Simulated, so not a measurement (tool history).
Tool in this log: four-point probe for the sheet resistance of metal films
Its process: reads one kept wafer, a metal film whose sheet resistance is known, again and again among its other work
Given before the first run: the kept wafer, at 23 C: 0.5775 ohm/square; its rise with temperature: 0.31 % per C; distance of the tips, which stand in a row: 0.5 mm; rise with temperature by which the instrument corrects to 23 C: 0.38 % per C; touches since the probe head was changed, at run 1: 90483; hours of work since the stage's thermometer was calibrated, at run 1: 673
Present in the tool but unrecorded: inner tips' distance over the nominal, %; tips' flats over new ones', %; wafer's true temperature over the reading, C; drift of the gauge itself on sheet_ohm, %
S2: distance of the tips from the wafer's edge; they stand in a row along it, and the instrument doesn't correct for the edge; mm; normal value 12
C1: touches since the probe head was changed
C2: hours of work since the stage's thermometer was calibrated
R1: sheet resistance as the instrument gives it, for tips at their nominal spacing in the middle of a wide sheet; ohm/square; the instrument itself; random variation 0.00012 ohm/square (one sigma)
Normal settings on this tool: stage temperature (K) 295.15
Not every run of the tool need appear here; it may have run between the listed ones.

run 1 hour=0 | stage_temperature_(K)=295.15 S2=12 | C1=90483 C2=673 | R1=0.581486
run 2 hour=31 | stage_temperature_(K)=295.15 S2=12 | C1=91544 C2=692 | R1=0.581501
run 3 hour=82.4 | stage_temperature_(K)=295.15 S2=12 | C1=93303 C2=723 | R1=0.581801
run 4 hour=114.5 | stage_temperature_(K)=295.15 S2=12 | C1=94402 C2=743 | R1=0.581783
run 5 hour=165.2 | stage_temperature_(K)=295.15 S2=42 | C1=96136 C2=774 | R1=0.581365
run 6 hour=213.2 | stage_temperature_(K)=295.15 S2=42 | C1=97782 C2=804 | R1=0.581386
run 7 hour=250.8 | stage_temperature_(K)=295.15 S2=42 | C1=99066 C2=827 | R1=0.581177
run 8 hour=297.4 | stage_temperature_(K)=295.15 S2=42 | C1=100662 C2=855 | R1=0.581295
run 9 hour=330.4 | stage_temperature_(K)=295.15 S2=42 | C1=101791 C2=875 | R1=0.581314
run 10 hour=385.3 | stage_temperature_(K)=301.15 S2=42 | C1=103670 C2=909 | R1=0.578946
run 11 hour=450.7 | stage_temperature_(K)=301.15 S2=42 | C1=105909 C2=949 | R1=0.578906
run 12 hour=498.4 | stage_temperature_(K)=306.15 S2=12 | C1=107541 C2=978 | R1=0.57738
run 13 hour=546 | stage_temperature_(K)=306.15 S2=12 | C1=109170 C2=1007 | R1=0.577781
run 14 hour=582.1 | stage_temperature_(K)=295.15 S2=12 | C1=110407 C2=1029 | R1=0.58217
run 15 hour=617.8 | stage_temperature_(K)=295.15 S2=68 | C1=111628 C2=1051 | R1=0.581381
run 16 hour=679.1 | stage_temperature_(K)=295.15 S2=68 | C1=113727 C2=1089 | R1=0.581493
run 17 hour=716.9 | stage_temperature_(K)=295.15 S2=18 | C1=115019 C2=1112 | R1=0.581786
run 18 hour=787.2 | stage_temperature_(K)=295.15 S2=12 | C1=117426 C2=1155 | R1=0.58229
run 19 hour=816.3 | stage_temperature_(K)=295.15 S2=12 | C1=118421 C2=1173 | R1=0.582333
run 20 hour=871.8 | stage_temperature_(K)=295.15 S2=12 | C1=120321 C2=1207 | R1=0.582347
run 21 hour=924.4 | stage_temperature_(K)=292.15 S2=15 | C1=122123 C2=1239 | R1=0.583521
run 22 hour=982.9 | stage_temperature_(K)=292.15 S2=15 | C1=124125 C2=1275 | R1=0.58341
run 23 hour=1026.1 | stage_temperature_(K)=296.15 S2=4 | C1=125604 C2=1301 | R1=0.586447
run 24 hour=1069.5 | stage_temperature_(K)=298.15 S2=6 | C1=127087 C2=1328 | R1=0.582938
run 25 hour=1110.6 | stage_temperature_(K)=298.15 S2=6 | C1=128494 C2=1353 | R1=0.582894
run 26 hour=1153.2 | stage_temperature_(K)=298.15 S2=6 | C1=129951 C2=1379 | R1=0.582899
run 27 hour=1203.8 | stage_temperature_(K)=304.15 S2=5 | C1=131685 C2=1410 | R1=0.581541
run 28 hour=1237.4 | stage_temperature_(K)=293.15 S2=16 | C1=132836 C2=1431 | R1=0.583223
run 29 hour=1272.8 | stage_temperature_(K)=295.15 S2=19 | C1=134046 C2=1452 | R1=0.58229
run 30 hour=1335.6 | stage_temperature_(K)=295.15 S2=19 | C1=136195 C2=1491 | R1=0.582456
run 31 hour=1365.9 | stage_temperature_(K)=295.15 S2=5 | C1=137233 C2=1509 | R1=0.585526
run 32 hour=1428.2 | stage_temperature_(K)=297.15 S2=55 | C1=139364 C2=1548 | R1=0.581599
run 33 hour=1470.8 | stage_temperature_(K)=300.15 S2=5 | C1=140824 C2=1574 | R1=0.583319
run 34 hour=1506.9 | stage_temperature_(K)=299.15 S2=44 | C1=142058 C2=1596 | R1=0.58075
run 35 hour=1547.8 | stage_temperature_(K)=296.15 S2=8 | C1=143460 C2=1621 | R1=0.583213
run 36 hour=1598.8 | stage_temperature_(K)=306.15 S2=12 | C1=145205 C2=1652 | R1=0.578643
run 37 hour=1667.2 | stage_temperature_(K)=306.15 S2=12 | C1=147543 C2=1694 | R1=0.578678
run 38 hour=1713 | stage_temperature_(K)=306.15 S2=12 | C1=149114 C2=1722 | R1=0.578619

Forecast each of these 4 alternatives for the next run:
run A hour=1748.9 | stage_temperature_(K)=295.15 S2=21 | C1=150340 C2=1744 | R1=?
run B hour=1748.9 | stage_temperature_(K)=306.15 S2=12 | C1=150340 C2=1744 | R1=?
run C hour=1748.9 | stage_temperature_(K)=298.15 S2=9 | C1=150340 C2=1744 | R1=?
run D hour=1748.9 | stage_temperature_(K)=301.15 S2=3 | C1=150340 C2=1744 | R1=?

run=A R1=0.582578
run=B R1=0.578515
run=C R1=0.582165
run=D R1=0.588965
With the hidden condition removed and each run's random variation left untouched, the same runs would have given:
run=A R1=0.577917
run=B R1=0.573904
run=C R1=0.577513
run=D R1=0.584267
